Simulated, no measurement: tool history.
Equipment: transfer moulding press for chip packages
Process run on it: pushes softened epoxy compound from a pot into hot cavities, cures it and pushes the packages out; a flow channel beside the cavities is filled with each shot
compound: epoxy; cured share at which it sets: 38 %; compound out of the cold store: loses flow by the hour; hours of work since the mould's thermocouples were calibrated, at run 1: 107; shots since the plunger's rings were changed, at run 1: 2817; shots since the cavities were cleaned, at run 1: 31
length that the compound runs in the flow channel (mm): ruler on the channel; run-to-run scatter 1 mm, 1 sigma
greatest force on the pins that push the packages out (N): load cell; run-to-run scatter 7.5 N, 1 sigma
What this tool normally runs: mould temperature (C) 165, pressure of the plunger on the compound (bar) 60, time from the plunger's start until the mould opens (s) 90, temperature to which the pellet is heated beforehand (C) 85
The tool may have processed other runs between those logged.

run	hour	mould temperature (C)	pressure of the plunger on the compound (bar)	time from the plunger's start until the mould opens (s)	temperature to which the pellet is heated beforehand (C)	hours of work since the mould's thermocouples were calibrated	shots since the plunger's rings were changed	shots since the cavities were cleaned	incoming compound's hours out of the cold store	length that the compound runs in the flow channel (mm)	greatest force on the pins that push the packages out (N)
1	0	165	60	90	85	107	2817	31	11.1	566	359
2	10.6	165	60	90	85	114	2950	164	10.8	567	404
3	30.1	165	60	90	84	126	3196	410	11	565	487
# hour 45.3: plunger's sealing rings changed
# hour 49.7: cavities cleaned with cleaning compound and waxed
4	54.4	166	60	90	85	139	96	58	26.4	551	336
5	72.4	165	60	90	85	151	322	284	29	549	437
6	87.5	165	60	110	85	161	511	473	32	545	413
# hour 98.9: cavities cleaned with cleaning compound and waxed
7	110.3	169	60	110	85	175	780	144	42.6	517	324
8	123.6	169	60	110	85	183	946	310	17.5	555	367
9	139.4	165	60	90	87	193	1145	509	36	536	500
# hour 147.1: cavities cleaned with cleaning compound and waxed
10	161.9	165	60	90	91	207	1408	185	32.4	538	410
11	177.7	170	67.1	90	85	217	1607	384	25.1	568	403
12	188.8	170	58.4	78	85	224	1746	523	10.3	553	456
# hour 196.4: cavities cleaned with cleaning compound and waxed
13	202	170	58.4	78	85	232	1894	71	35.4	515	336
# hour 206.1: mould's thermocouples calibrated
14	223.5	159	60.9	90	86	11	2138	315	39.7	547	647
15	243.7	159	54.6	118	90	24	2392	569	45.6	505	481
# hour 247.3: cavities cleaned with cleaning compound and waxed
16	254.4	159	54.6	118	75	30	2508	90	30.7	527	358
17	267.6	159	54.6	118	75	39	2673	255	22.7	537	418
18	285.5	165	60.2	90	95	50	2898	480	44.7	513	480
# hour 297: cavities cleaned with cleaning compound and waxed
19	302.2	163	64.6	83	94	60	3089	65	30	559	459

Take each entry between the runs: how does the hidden state at the last listed run before it differ from the hidden state at the first listed run after it?
Logged between run 3 and run 4: plunger's sealing rings changed (hour 45.3); cavities cleaned with cleaning compound and waxed (hour 49.7)
  true mould temperature over the reading, C: -0.46 -> -0.48; pressure that reaches the compound, % of what is set: 93.62 -> 99.06; grip of the stained cavities, % over clean ones': 44.5 -> 10.9
  difference, measured minus the result without the unlogged condition, length that the compound runs in the flow channel (mm): -18 -> -1; greatest force on the pins that push the packages out (N): +158 -> +38
Logged between run 6 and run 7: cavities cleaned with cleaning compound and waxed (hour 98.9)
  true mould temperature over the reading, C: -0.5 -> -0.51; pressure that reaches the compound, % of what is set: 98.3 -> 97.75; grip of the stained cavities, % over clean ones': 48.3 -> 18.1
  difference, measured minus the result without the unlogged condition, length that the compound runs in the flow channel (mm): -4 -> -4; greatest force on the pins that push the packages out (N): +134 -> +49
Logged between run 9 and run 10: cavities cleaned with cleaning compound and waxed (hour 147.1)
  true mould temperature over the reading, C: -0.54 -> -0.55; pressure that reaches the compound, % of what is set: 97.14 -> 96.65; grip of the stained cavities, % over clean ones': 50.3 -> 22.9
  difference, measured minus the result without the unlogged condition, length that the compound runs in the flow channel (mm): -6 -> -8; greatest force on the pins that push the packages out (N): +175 -> +85
Logged between run 12 and run 13: cavities cleaned with cleaning compound and waxed (hour 196.4)
  true mould temperature over the reading, C: -0.57 -> -0.58; pressure that reaches the compound, % of what is set: 96 -> 95.73; grip of the stained cavities, % over clean ones': 50.5 -> 8.4
  difference, measured minus the result without the unlogged condition, length that the compound runs in the flow channel (mm): -10 -> -10; greatest force on the pins that push the packages out (N): +160 -> +31
Logged between run 13 and run 14: mould's thermocouples calibrated (hour 206.1)
  true mould temperature over the reading, C: -0.58 -> -0.84; pressure that reaches the compound, % of what is set: 95.73 -> 95.24; grip of the stained cavities, % over clean ones': 8.4 -> 32.9
  difference, measured minus the result without the unlogged condition, length that the compound runs in the flow channel (mm): -10 -> -11; greatest force on the pins that push the packages out (N): +31 -> +194
Logged between run 15 and run 16: cavities cleaned with cleaning compound and waxed (hour 247.3)
  pressure that reaches the compound, % of what is set: 94.77 -> 94.55; grip of the stained cavities, % over clean ones': 52.5 -> 12.5
  difference, measured minus the result without the unlogged condition, length that the compound runs in the flow channel (mm): -12 -> -13; greatest force on the pins that push the packages out (N): +178 -> +52
Logged between run 18 and run 19: cavities cleaned with cleaning compound and waxed (hour 297)
  true mould temperature over the reading, C: -0.88 -> -0.9; pressure that reaches the compound, % of what is set: 93.86 -> 93.48; grip of the stained cavities, % over clean ones': 47.6 -> 11.2
  difference, measured minus the result without the unlogged condition, length that the compound runs in the flow channel (mm): -15 -> -17; greatest force on the pins that push the packages out (N): +167 -> +73
